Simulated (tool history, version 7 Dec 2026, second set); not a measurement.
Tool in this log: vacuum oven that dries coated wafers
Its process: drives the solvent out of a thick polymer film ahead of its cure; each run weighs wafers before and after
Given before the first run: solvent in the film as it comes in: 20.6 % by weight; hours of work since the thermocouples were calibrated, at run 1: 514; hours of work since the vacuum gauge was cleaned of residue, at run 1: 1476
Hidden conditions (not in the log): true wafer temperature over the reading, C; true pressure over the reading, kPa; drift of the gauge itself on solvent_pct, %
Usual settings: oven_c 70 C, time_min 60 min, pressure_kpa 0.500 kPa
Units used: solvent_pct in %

run   hour  oven_c  time_min  pressure_kpa  hours of work since the thermocouples were calibrated  hours of work since the vacuum gauge was cleaned of residue  solvent_pct
  1    0.0      70        60         0.500                                                    514                                                         1476         2.02
  2   24.2      70        60         0.514                                                    533                                                         1494         1.92
  3   74.7      70        60         0.514                                                    572                                                         1533         2.02
  4  103.6      70        60         0.514                                                    594                                                         1556         2.12
  5  137.4      70        60         0.500                                                    620                                                         1582         2.11
  6  167.6      70        60         0.500                                                    643                                                         1605         2.06
  7  199.2      70        60         0.500                                                    668                                                         1629         2.11
  8  221.0      66        60         0.500                                                    684                                                         1646         3.44
  9  271.7      70        60         1.934                                                    723                                                         1685         2.82
 10  318.1      70        60         1.934                                                    759                                                         1721         2.94
 11  362.6      66        60         1.934                                                    793                                                         1755         4.30
 12  394.2      58        31         0.779                                                    818                                                         1779        10.82
 13  417.3      81        71         0.779                                                    835                                                         1797         0.38
 14  457.3      81        71         0.779                                                    866                                                         1828         0.43
 15  493.5      81        71         0.779                                                    894                                                         1856         0.44

Pick out some run-to-run changes in solvent_pct. Of each, how much would a tool without hidden state show as well, from the settings, what came in and chance, and how much is left for the hidden state and any gauge scatter not in both results compared?
Run 12 -> 13: oven_c 58 -> 81, time_min 31 -> 71. solvent_pct -10.44 %: hidden state -0.76, all else -9.68.

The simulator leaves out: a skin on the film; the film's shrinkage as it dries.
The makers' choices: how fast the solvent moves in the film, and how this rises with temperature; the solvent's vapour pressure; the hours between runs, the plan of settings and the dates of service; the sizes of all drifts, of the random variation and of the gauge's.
